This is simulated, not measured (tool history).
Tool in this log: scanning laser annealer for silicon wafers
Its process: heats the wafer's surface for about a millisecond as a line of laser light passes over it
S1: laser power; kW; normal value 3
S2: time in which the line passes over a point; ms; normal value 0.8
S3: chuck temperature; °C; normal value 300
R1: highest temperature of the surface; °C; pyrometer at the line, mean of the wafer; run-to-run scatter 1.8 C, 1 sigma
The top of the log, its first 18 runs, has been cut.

{"run": 19, "day": 33.842, "S1": 3, "S2": 0.8, "S3": 300, "R1": 997}
{"run": 20, "day": 35.35, "S1": 3, "S2": 0.8, "S3": 300, "R1": 995}
{"day": 36.488, "done": "window over the wafer cleaned"}
{"run": 21, "day": 37.325, "S1": 3, "S2": 0.8, "S3": 300, "R1": 1027}
{"run": 22, "day": 39.567, "S1": 2.887, "S2": 0.8, "S3": 278, "R1": 980}
{"run": 23, "day": 41.567, "S1": 2.887, "S2": 0.687, "S3": 319, "R1": 969}
{"run": 24, "day": 42.846, "S1": 2.887, "S2": 0.687, "S3": 319, "R1": 969}
{"run": 25, "day": 45.175, "S1": 2.887, "S2": 0.687, "S3": 319, "R1": 968}
{"run": 26, "day": 47.4, "S1": 2.887, "S2": 0.687, "S3": 319, "R1": 965}
{"run": 27, "day": 49.438, "S1": 2.887, "S2": 0.687, "S3": 319, "R1": 966}
{"day": 49.692, "done": "laser's power meter calibrated"}
{"run": 28, "day": 50.604, "S1": 2.856, "S2": 0.8, "S3": 300, "R1": 990}
{"run": 29, "day": 52.833, "S1": 2.856, "S2": 0.8, "S3": 300, "R1": 987}
{"run": 30, "day": 53.9, "S1": 2.674, "S2": 0.745, "S3": 300, "R1": 926}
{"run": 31, "day": 55.362, "S1": 2.779, "S2": 0.8, "S3": 321, "R1": 987}
{"run": 32, "day": 56.762, "S1": 2.779, "S2": 0.8, "S3": 321, "R1": 990}
{"run": 33, "day": 58.533, "S1": 2.779, "S2": 0.8, "S3": 321, "R1": 988}
{"run": 34, "day": 60.088, "S1": 2.613, "S2": 0.779, "S3": 300, "R1": 921}
{"day": 60.958, "done": "laser's power meter calibrated, once more"}
{"run": 35, "day": 62.117, "S1": 2.935, "S2": 0.961, "S3": 267, "R1": 1024}
{"run": 36, "day": 64.133, "S1": 3.113, "S2": 0.909, "S3": 328, "R1": 1105}
{"run": 37, "day": 65.783, "S1": 3.113, "S2": 0.909, "S3": 328, "R1": 1104}
{"run": 38, "day": 68.05, "S1": 2.742, "S2": 0.598, "S3": 304, "R1": 874}
{"run": 39, "day": 69.396, "S1": 3.006, "S2": 0.8, "S3": 262, "R1": 970}
{"run": 40, "day": 70.988, "S1": 3.24, "S2": 0.886, "S3": 280, "R1": 1071}
{"run": 41, "day": 72.425, "S1": 2.964, "S2": 0.8, "S3": 330, "R1": 1029}

Predict each of these 3 candidate next runs independently; none follows another, all start after run 41:
{"run": "A", "day": 74.579, "S1": 2.708, "S2": 0.8, "S3": 335, "R1": "?"}
{"run": "B", "day": 74.579, "S1": 2.856, "S2": 0.771, "S3": 339, "R1": "?"}
{"run": "C", "day": 74.579, "S1": 3, "S2": 0.705, "S3": 300, "R1": "?"}

run=A R1=978
run=B R1=999
run=C R1=962
Without the tool's unlogged condition, the same runs would have read:
run=A R1=998
run=B R1=1020
run=C R1=983
